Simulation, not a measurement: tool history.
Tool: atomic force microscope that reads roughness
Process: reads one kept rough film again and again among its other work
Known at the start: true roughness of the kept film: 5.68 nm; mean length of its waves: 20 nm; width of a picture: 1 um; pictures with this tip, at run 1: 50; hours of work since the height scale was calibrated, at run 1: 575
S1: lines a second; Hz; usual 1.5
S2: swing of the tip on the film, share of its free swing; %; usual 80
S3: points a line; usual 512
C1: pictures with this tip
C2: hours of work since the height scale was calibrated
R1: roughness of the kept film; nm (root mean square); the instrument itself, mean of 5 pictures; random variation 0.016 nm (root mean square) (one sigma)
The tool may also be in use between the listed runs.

{"run": 1, "hour": 0.0, "S1": 1.5, "S2": 80, "S3": 512, "C1": 50, "C2": 575, "R1": 3.8}
{"run": 2, "hour": 47.8, "S1": 1.5, "S2": 70, "S3": 512, "C1": 113, "C2": 611, "R1": 3.889}
{"run": 3, "hour": 86.1, "S1": 1.5, "S2": 89, "S3": 512, "C1": 163, "C2": 640, "R1": 3.652}
{"run": 4, "hour": 116.6, "S1": 1.5, "S2": 89, "S3": 512, "C1": 203, "C2": 663, "R1": 3.67}
{"run": 5, "hour": 145.2, "S1": 2.5, "S2": 80, "S3": 512, "C1": 241, "C2": 684, "R1": 3.652}
{"run": 6, "hour": 183.7, "S1": 2.5, "S2": 80, "S3": 512, "C1": 292, "C2": 713, "R1": 3.636}
{"hour": 233.1, "done": "new tip fitted"}
{"run": 7, "hour": 233.1, "S1": 1.5, "S2": 78, "S3": 512, "C1": 0, "C2": 750, "R1": 3.83}

Run 8 comes next. What will it give?
{"run": 8, "hour": 268.4, "S1": 1.5, "S2": 78, "S3": 512, "C1": 46, "C2": 777, "R1": "?"}

Run 8 gave R1 3.782 nm (root mean square).
Without the tool's hidden state the same run would have given R1 3.784 nm (root mean square).
